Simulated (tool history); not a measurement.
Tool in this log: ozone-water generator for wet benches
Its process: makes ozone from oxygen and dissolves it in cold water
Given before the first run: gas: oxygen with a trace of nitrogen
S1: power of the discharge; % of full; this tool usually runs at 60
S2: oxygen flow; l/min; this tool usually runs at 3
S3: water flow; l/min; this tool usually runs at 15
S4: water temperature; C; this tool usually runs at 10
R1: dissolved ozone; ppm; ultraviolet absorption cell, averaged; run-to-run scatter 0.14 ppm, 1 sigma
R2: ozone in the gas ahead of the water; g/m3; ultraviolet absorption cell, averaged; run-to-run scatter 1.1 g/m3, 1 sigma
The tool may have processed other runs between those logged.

run   hour  S1    S2  S3  S4    R1     R2
  1      0  60     3  15  10  15.8  203.8
  2   31.8  60     3  15  10  15.7  201.5
  3   61.8  60     3  15  10  15.7    203
  4    109  60     3  15  10  15.7  203.3
  5  141.8  60     3  15  10  15.9  202.5
  6  185.9  60     3  15  10  15.8  200.7
  7  212.1  60     3  15  10  15.8  200.7
  8  243.7  50     3  15  10  14.2  182.6
  9  279.3  50     3  15  10  14.4  181.8
 10  307.7  50     3  15  14  13.7  180.1
 11  354.6  50     3  15  14  13.7  181.9
 12  397.7  60     3  17  10  13.7  200.9
 13  426.8  65     3  22   6    11  208.9
 14  448.5  65     3  22   6  11.1  208.8
 15    490  54  1.52  22   6   8.3    280
 16  530.7  54  2.19  11   6  21.1  225.1
 17  551.3  54  2.19  11   6  20.9  224.9
 18  577.9  54  2.19  11   9  20.3  223.3
 19  610.2  54  2.19  11   9  20.5  225.3
 20  639.7  54  4.86  11   6  21.4  141.8
 21  687.6  54  4.86  11   6  21.5  141.4
 22  733.2  85     3  15  10  18.9    241
 23    778  85     3  15  10  19.2  241.4

Branching from run 23: 5 alternative next runs. What would each branch give?
  A  818.8  57     3  15  10   ?   ?
  B  818.8  45     3  15  10   ?   ?
  C  818.8  50  4.18  15  10   ?   ?
  D  818.8  60  2.72  15   6   ?   ?
  E  818.8  83  2.74  15  12   ?   ?

run    R1     R2
  A  15.6  190.9
  B  13.4  167.3
  C  14.7  146.8
  D  16.3    208
  E  18.4  248.3
Without the tool's unlogged condition, the same runs would have read:
run    R1     R2
  A  15.6    195
  B  13.4  170.9
  C  14.7    150
  D  16.3  212.4
  E  18.4  253.7
